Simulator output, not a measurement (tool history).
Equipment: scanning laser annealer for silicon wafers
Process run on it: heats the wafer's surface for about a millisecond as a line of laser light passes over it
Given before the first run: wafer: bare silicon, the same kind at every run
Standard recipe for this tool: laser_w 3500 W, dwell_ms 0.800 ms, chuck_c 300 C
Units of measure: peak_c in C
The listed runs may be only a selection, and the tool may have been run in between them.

| run | hour | laser_w | dwell_ms | chuck_c | peak_c |
|---|---|---|---|---|---|
| 1 | 0.0 | 3500 | 0.800 | 300 | 1044 |
| 2 | 10.9 | 3500 | 0.800 | 280 | 1021 |
| 3 | 23.4 | 3500 | 0.800 | 327 | 1066 |
| 4 | 30.3 | 3500 | 0.800 | 327 | 1070 |
| 5 | 36.0 | 3500 | 0.800 | 327 | 1070 |
| 6 | 43.2 | 3500 | 0.800 | 320 | 1061 |
|  | 50.1 | window over the wafer cleaned |
| 7 | 53.6 | 3500 | 0.800 | 320 | 1080 |
| 8 | 66.6 | 3500 | 0.800 | 320 | 1079 |
| 9 | 75.7 | 3459 | 0.800 | 300 | 1052 |
| 10 | 82.2 | 3459 | 0.800 | 300 | 1050 |
| 11 | 91.3 | 3459 | 0.800 | 300 | 1049 |
| 12 | 100.8 | 3500 | 0.628 | 300 | 965 |
| 13 | 106.7 | 3500 | 0.800 | 311 | 1068 |
| 14 | 113.5 | 3500 | 0.800 | 311 | 1069 |
| 15 | 124.0 | 3674 | 0.800 | 311 | 1105 |
| 16 | 131.0 | 3500 | 0.800 | 300 | 1057 |
| 17 | 144.0 | 3500 | 0.800 | 273 | 1031 |
| 18 | 157.1 | 3500 | 0.800 | 273 | 1030 |
| 19 | 165.8 | 3500 | 0.800 | 273 | 1031 |
| 20 | 179.0 | 3500 | 0.800 | 273 | 1026 |
| 21 | 186.1 | 3500 | 0.800 | 314 | 1068 |
| 22 | 199.0 | 3368 | 0.979 | 300 | 1108 |
|  | 204.9 | optics aligned, line set to its width |
| 23 | 211.3 | 3368 | 0.979 | 300 | 1107 |
| 24 | 219.5 | 3500 | 0.836 | 300 | 1074 |
| 25 | 229.6 | 3019 | 0.650 | 311 | 894 |
| 26 | 238.4 | 3019 | 0.650 | 311 | 899 |
| 27 | 250.6 | 3166 | 0.861 | 312 | 1020 |
|  | 259.1 | optics aligned, line set to its width, once more |
| 28 | 263.4 | 3515 | 0.800 | 279 | 1042 |
| 29 | 271.0 | 3164 | 0.800 | 323 | 1013 |
| 30 | 282.7 | 3500 | 0.756 | 300 | 1042 |
| 31 | 293.1 | 3500 | 0.756 | 300 | 1040 |
| 32 | 306.3 | 3168 | 0.774 | 296 | 974 |
| 33 | 314.0 | 3168 | 0.774 | 296 | 975 |
| 34 | 323.3 | 3474 | 0.676 | 285 | 978 |
| 35 | 329.5 | 3500 | 0.800 | 299 | 1058 |
| 36 | 342.4 | 3576 | 0.706 | 331 | 1059 |
| 37 | 354.1 | 3320 | 0.706 | 304 | 982 |
| 38 | 366.5 | 3001 | 0.836 | 308 | 976 |
| 39 | 376.8 | 3226 | 0.753 | 261 | 941 |
| 40 | 382.6 | 3226 | 0.932 | 261 | 1018 |
| 41 | 391.3 | 3226 | 0.932 | 261 | 1014 |
| 42 | 398.6 | 3491 | 0.596 | 309 | 961 |

Below are 3 alternative next runs, each starting from the tool's condition after run 42. Predict each:
| A | 406.9 | 3500 | 0.800 | 262 | ? |
| B | 406.9 | 3491 | 0.695 | 309 | ? |
| C | 406.9 | 3513 | 0.688 | 309 | ? |

| run | peak_c |
|---|---|
| A | 1018 |
| B | 1014 |
| C | 1013 |
Stripped of hidden state, with their random variation kept, the same runs would have yielded:
| run | peak_c |
|---|---|
| A | 1025 |
| B | 1020 |
| C | 1019 |
